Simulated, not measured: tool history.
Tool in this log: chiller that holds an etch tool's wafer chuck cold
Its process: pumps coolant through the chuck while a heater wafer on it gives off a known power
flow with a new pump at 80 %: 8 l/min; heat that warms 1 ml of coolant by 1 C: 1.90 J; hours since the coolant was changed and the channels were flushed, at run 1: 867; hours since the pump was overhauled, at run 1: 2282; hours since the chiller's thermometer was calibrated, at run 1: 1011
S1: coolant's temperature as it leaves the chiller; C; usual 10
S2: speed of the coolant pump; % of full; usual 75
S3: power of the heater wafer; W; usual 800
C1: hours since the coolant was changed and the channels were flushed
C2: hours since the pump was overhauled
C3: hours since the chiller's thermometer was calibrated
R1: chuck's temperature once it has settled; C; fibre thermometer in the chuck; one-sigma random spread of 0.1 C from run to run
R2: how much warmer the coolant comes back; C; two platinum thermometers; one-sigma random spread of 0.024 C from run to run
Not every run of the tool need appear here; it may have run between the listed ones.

run 1 hour=0.0 | S1=10 S2=75 S3=800 | C1=867 C2=2282 C3=1011 | R1=18.3 R2=3.36
run 2 hour=84.6 | S1=10 S2=75 S3=800 | C1=951 C2=2367 C3=1096 | R1=18.3 R2=3.34
run 3 hour=136.0 | S1=10 S2=75 S3=800 | C1=1003 C2=2418 C3=1147 | R1=18.4 R2=3.32
run 4 hour=177.8 | S1=10 S2=75 S3=940 | C1=1044 C2=2460 C3=1189 | R1=19.9 R2=3.89
run 5 hour=259.7 | S1=7 S2=75 S3=940 | C1=1126 C2=2542 C3=1271 | R1=16.8 R2=3.90
run 6 hour=316.2 | S1=15 S2=75 S3=800 | C1=1183 C2=2599 C3=1327 | R1=23.4 R2=3.27
run 7 hour=363.8 | S1=10 S2=65 S3=800 | C1=1230 C2=2646 C3=1375 | R1=19.5 R2=3.81
run 8 hour=448.0 | S1=10 S2=75 S3=766 | C1=1315 C2=2730 C3=1459 | R1=18.0 R2=3.09
run 9 hour=518.6 | S1=11 S2=76 S3=1094 | C1=1385 C2=2801 C3=1530 | R1=22.4 R2=4.42
run 10 hour=603.0 | S1=16 S2=96 S3=1094 | C1=1470 C2=2885 C3=1614 | R1=25.3 R2=3.43
run 11 hour=665.4 | S1=15 S2=76 S3=800 | C1=1532 C2=2948 C3=1677 | R1=23.3 R2=3.11
run 12 hour=750.8 | S1=12 S2=75 S3=1100 | C1=1617 C2=3033 C3=1762 | R1=23.5 R2=4.40
run 13 hour=806.3 | S1=12 S2=90 S3=507 | C1=1673 C2=3089 C3=1817 | R1=16.6 R2=1.52
run 14 hour=855.2 | S1=17 S2=64 S3=800 | C1=1722 C2=3138 C3=1866 | R1=26.3 R2=3.68

Forecast each of these 5 alternatives for the next run:
run A hour=921.4 | S1=9 S2=66 S3=1128 | C1=1788 C2=3204 C3=1933 | R1=? R2=?
run B hour=921.4 | S1=13 S2=61 S3=542 | C1=1788 C2=3204 C3=1933 | R1=? R2=?
run C hour=921.4 | S1=4 S2=64 S3=800 | C1=1788 C2=3204 C3=1933 | R1=? R2=?
run D hour=921.4 | S1=6 S2=73 S3=996 | C1=1788 C2=3204 C3=1933 | R1=? R2=?
run E hour=921.4 | S1=1 S2=75 S3=800 | C1=1788 C2=3204 C3=1933 | R1=? R2=?

run=A R1=21.8 R2=5.10
run=B R1=19.9 R2=2.52
run=C R1=13.6 R2=3.63
run=D R1=16.6 R2=4.04
run=E R1=9.4 R2=3.07
With no hidden state in the tool, these same runs would have given:
run=A R1=21.8 R2=5.37
run=B R1=19.9 R2=2.80
run=C R1=13.6 R2=3.91
run=D R1=16.6 R2=4.31
run=E R1=9.4 R2=3.35
